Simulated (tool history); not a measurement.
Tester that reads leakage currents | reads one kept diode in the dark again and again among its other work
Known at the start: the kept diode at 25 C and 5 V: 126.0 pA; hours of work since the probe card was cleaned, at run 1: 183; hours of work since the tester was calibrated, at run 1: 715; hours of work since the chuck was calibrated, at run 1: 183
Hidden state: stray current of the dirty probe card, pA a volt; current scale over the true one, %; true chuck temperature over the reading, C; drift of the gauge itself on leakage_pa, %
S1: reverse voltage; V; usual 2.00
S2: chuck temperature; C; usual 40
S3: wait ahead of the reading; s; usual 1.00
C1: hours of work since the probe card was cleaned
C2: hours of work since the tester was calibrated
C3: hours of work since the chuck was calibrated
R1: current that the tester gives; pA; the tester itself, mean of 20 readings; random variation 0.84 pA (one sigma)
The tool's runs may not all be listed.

run,hour,S1,S2,S3,C1,C2,C3,R1
1,0.0,2.00,40,1.00,183,715,183,278.93
2,179.6,2.00,40,1.00,276,807,276,282.91
3,313.5,2.00,40,1.00,344,876,344,285.47
4,451.5,2.00,40,1.00,415,947,415,286.84
5,570.6,2.00,44,1.00,476,1008,476,386.58
6,763.3,2.00,44,1.00,575,1107,575,388.74
7,930.5,2.00,44,1.00,661,1193,661,394.14
8,1050.2,2.00,44,1.00,722,1254,722,395.29
9,1203.6,2.00,44,1.00,801,1333,801,396.10
10,1396.3,2.00,40,1.00,900,1432,900,300.27
11,1533.3,2.00,40,1.00,970,1502,970,301.86
12,1637.9,5.40,51,1.76,1024,1556,1024,987.27
13,1777.0,10.20,46,2.88,1095,1627,1095,904.28
14,1944.5,13.28,30,3.15,1181,1713,1181,311.28
15,2131.9,13.28,30,3.15,1278,1809,1278,313.72
16,2306.5,13.28,30,3.15,1367,1899,1367,317.30
17,2425.5,11.55,27,6.46,1428,1960,1428,238.04
18,2583.1,11.55,27,6.46,1509,2041,1509,242.41
19,2687.8,11.55,27,2.99,1563,2094,1563,244.89
20,2800.5,7.47,22,4.82,1621,2152,1621,138.44
21,2931.6,2.00,40,4.63,1688,2220,1688,323.25
22,3083.6,2.00,33,4.63,1766,2298,1766,193.22

Measured less the same run without the tool's hidden state. The same run-to-run variation is in both; the gauge's scatter may not be:
run,R1
1,+1.69
2,+4.08
3,+5.93
4,+7.90
5,+12.33
6,+15.67
7,+18.70
8,+20.88
9,+23.46
10,+20.99
11,+23.12
12,+74.58
13,+76.66
14,+33.50
15,+36.70
16,+39.83
17,+32.23
18,+34.78
19,+36.30
20,+22.13
21,+44.62
22,+29.30
